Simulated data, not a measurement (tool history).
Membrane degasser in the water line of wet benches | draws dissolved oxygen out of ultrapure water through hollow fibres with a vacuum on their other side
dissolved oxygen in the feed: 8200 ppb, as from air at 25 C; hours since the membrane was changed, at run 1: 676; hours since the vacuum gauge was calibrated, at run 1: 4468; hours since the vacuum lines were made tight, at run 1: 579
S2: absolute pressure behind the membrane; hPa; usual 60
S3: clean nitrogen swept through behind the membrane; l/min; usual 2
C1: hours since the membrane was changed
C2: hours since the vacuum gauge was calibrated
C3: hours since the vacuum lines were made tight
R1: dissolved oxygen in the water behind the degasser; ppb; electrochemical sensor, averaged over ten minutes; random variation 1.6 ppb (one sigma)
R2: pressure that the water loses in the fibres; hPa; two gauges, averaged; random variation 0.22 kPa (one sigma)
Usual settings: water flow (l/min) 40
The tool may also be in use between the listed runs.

Run 1, hour 0: usual settings; C1 676; C2 4468; C3 579. Result: R1 155.9 ppb, R2 539.8 hPa.
Run 2, hour 33.9: usual settings but water flow (l/min) 41; C1 710; C2 4502; C3 613. Result: R1 166.2 ppb, R2 545.9 hPa.
At hour 75.4: vacuum gauge calibrated.
Run 3, hour 75.4: usual settings but water flow (l/min) 41; C1 751; C2 0; C3 654. Result: R1 165 ppb, R2 547.5 hPa.
Run 4, hour 115: usual settings but water flow (l/min) 41; C1 790; C2 40; C3 694. Result: R1 165.2 ppb, R2 551.5 hPa.
Run 5, hour 152.7: usual settings but water flow (l/min) 41; C1 828; C2 77; C3 731. Result: R1 164.9 ppb, R2 544.3 hPa.
Run 6, hour 197.4: usual settings but water flow (l/min) 41; C1 873; C2 122; C3 776. Result: R1 164.4 ppb, R2 549 hPa.
Run 7, hour 230.1: usual settings but water flow (l/min) 36; C1 905; C2 155; C3 809. Result: R1 132.5 ppb, R2 483.1 hPa.
Run 8, hour 267.7: usual settings but water flow (l/min) 36; C1 943; C2 192; C3 846. Result: R1 133.4 ppb, R2 478.6 hPa.
Run 9, hour 308.9: usual settings but water flow (l/min) 36, S2 36.5 hPa, S3 1.87 l/min; C1 984; C2 233; C3 887. Result: R1 39.7 ppb, R2 482.5 hPa.

Run 10 comes next. What will it give?
Run 10, hour 331.5: usual settings but S2 86.7 hPa; C1 1007; C2 256; C3 910. Result: R1 ?, R2 ?.

Run 10 gave R1 271.5 ppb, R2 535.5 hPa.
Without the tool's hidden state the same run would have given R1 271.4 ppb, R2 535.5 hPa.

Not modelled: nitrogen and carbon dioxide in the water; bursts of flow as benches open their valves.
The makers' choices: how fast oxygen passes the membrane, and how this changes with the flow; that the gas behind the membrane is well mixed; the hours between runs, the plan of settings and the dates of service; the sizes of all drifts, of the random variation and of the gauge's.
